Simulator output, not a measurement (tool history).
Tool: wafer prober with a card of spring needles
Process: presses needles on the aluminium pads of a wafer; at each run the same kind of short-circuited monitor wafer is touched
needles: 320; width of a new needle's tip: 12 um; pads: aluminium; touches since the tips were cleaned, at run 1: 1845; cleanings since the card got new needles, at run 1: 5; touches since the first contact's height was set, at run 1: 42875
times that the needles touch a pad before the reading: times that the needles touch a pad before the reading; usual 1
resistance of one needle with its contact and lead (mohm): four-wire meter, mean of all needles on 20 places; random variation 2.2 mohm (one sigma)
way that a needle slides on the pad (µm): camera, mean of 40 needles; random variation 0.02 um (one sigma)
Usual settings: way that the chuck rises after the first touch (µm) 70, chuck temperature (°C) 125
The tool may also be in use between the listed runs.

run,hour,way that the chuck rises after the first touch (µm),chuck temperature (°C),times that the needles touch a pad before the reading,touches since the tips were cleaned,cleanings since the card got new needles,touches since the first contact's height was set,resistance of one needle with its contact and lead (mohm),way that a needle slides on the pad (µm)
1,0.0,70,125,1,1845,5,42875,254,14.04
# hour 15.3: tips cleaned on abrasive film
2,25.2,70,125,1,3925,6,52812,292,14.00
# hour 36.8: tips cleaned on abrasive film
# hour 56.9: tips cleaned on abrasive film
3,64.8,70,125,1,3131,8,68400,260,13.99
# hour 77.6: tips cleaned on abrasive film
# hour 81.4: tips cleaned on abrasive film, once more
# hour 101.9: tips cleaned on abrasive film
4,101.9,70,125,1,0,11,82967,239,13.94
# hour 123.5: tips cleaned on abrasive film
5,129.1,70,28,1,2216,12,93706,231,13.91
# hour 144.4: tips cleaned on abrasive film
6,158.7,70,28,1,5659,13,105376,248,13.88
# hour 164.7: tips cleaned on abrasive film
# hour 187.5: tips cleaned on abrasive film
7,202.5,70,28,1,5952,15,122621,249,13.85
# hour 208.1: tips cleaned on abrasive film
# hour 230.2: tips cleaned on abrasive film
8,245.8,70,28,1,6159,17,139674,251,13.83
# hour 252.2: tips cleaned on abrasive film
# hour 274.7: tips cleaned on abrasive film
9,289.8,70,32,1,5985,19,157017,248,13.82
# hour 296.7: tips cleaned on abrasive film
# hour 316.7: tips cleaned on abrasive film
10,328.3,70,125,2,4574,21,172153,253,13.76
# hour 337.9: tips cleaned on abrasive film
11,350.6,84,125,1,5011,22,180939,267,16.61
# hour 360.6: tips cleaned on abrasive film
# hour 380.5: tips cleaned on abrasive film
12,380.5,70,125,1,0,24,192696,241,13.75
# hour 401.6: tips cleaned on abrasive film
13,406.6,70,125,1,1970,25,202987,251,13.76
# hour 422.1: tips cleaned on abrasive film
14,426.0,68,125,1,1568,26,210652,254,13.34
# hour 444.9: tips cleaned on abrasive film
# hour 465.9: tips cleaned on abrasive film
15,465.9,70,61,1,0,28,226355,225,13.69
# hour 486.7: tips cleaned on abrasive film
# hour 497.0: height of the first contact set anew
16,505.4,70,61,1,7283,29,3312,254,14.06
# hour 509.1: tips cleaned on abrasive film
# hour 531.2: tips cleaned on abrasive film
17,533.1,64,55,1,736,31,14189,231,12.86
# hour 551.4: tips cleaned on abrasive film
18,558.1,61,68,3,2659,32,24053,233,12.25
# hour 570.9: tips cleaned on abrasive film
# hour 593.0: tips cleaned on abrasive film
19,594.5,53,125,1,570,34,38369,253,10.62
# hour 615.9: tips cleaned on abrasive film
20,620.5,53,45,1,1847,35,48641,242,10.55
# hour 638.1: tips cleaned on abrasive film
# hour 657.8: tips cleaned on abrasive film
21,657.8,72,36,2,10,37,63327,219,14.40
# hour 678.9: tips cleaned on abrasive film
22,693.8,72,125,1,5890,38,77514,270,14.37
# hour 701.4: tips cleaned on abrasive film
# hour 721.0: tips cleaned on abrasive film
23,734.6,72,125,1,5375,40,93567,266,14.35
# hour 740.6: tips cleaned on abrasive film
# hour 760.3: tips cleaned on abrasive film
24,774.8,70,122,1,5771,42,109433,270,13.92
# hour 782.6: tips cleaned on abrasive film
# hour 802.9: tips cleaned on abrasive film
25,804.4,72,122,1,613,44,121060,243,14.29
# hour 825.0: tips cleaned on abrasive film
26,833.6,72,43,1,3432,45,132586,241,14.34
# hour 847.3: tips cleaned on abrasive film
# hour 869.5: tips cleaned on abrasive film
27,874.7,72,43,1,2060,47,148742,230,14.26
# hour 889.8: tips cleaned on abrasive film
# hour 910.7: tips cleaned on abrasive film
28,913.3,72,43,1,1025,49,163949,229,14.24
# hour 932.7: tips cleaned on abrasive film
29,939.3,73,85,1,2589,50,174197,248,14.44
# hour 954.9: tips cleaned on abrasive film
30,967.5,73,85,1,4998,51,185331,253,14.41
# hour 975.4: tips cleaned on abrasive film
# hour 996.3: tips cleaned on abrasive film
31,1003.9,73,85,1,3016,53,199659,245,14.40
# hour 1016.9: tips cleaned on abrasive film
# hour 1037.2: tips cleaned on abrasive film
32,1044.7,51,42,3,2969,55,215713,234,9.93

Forecast each of these 3 alternatives for the next run:
# hour 1056.7: tips cleaned on abrasive film
# hour 1077.6: tips cleaned on abrasive film
A,1081.5,85,106,1,1543,57,230221,?,?
# hour 1056.7: tips cleaned on abrasive film
# hour 1077.6: tips cleaned on abrasive film
B,1081.5,51,42,2,1543,57,230221,?,?
# hour 1056.7: tips cleaned on abrasive film
# hour 1077.6: tips cleaned on abrasive film
C,1081.5,71,42,3,1543,57,230221,?,?

run,resistance of one needle with its contact and lead (mohm),way that a needle slides on the pad (µm)
A,243,16.74
B,235,9.93
C,223,13.93
Without the tool's hidden state the same runs would have given:
run,resistance of one needle with its contact and lead (mohm),way that a needle slides on the pad (µm)
A,231,17.10
B,219,10.29
C,217,14.29
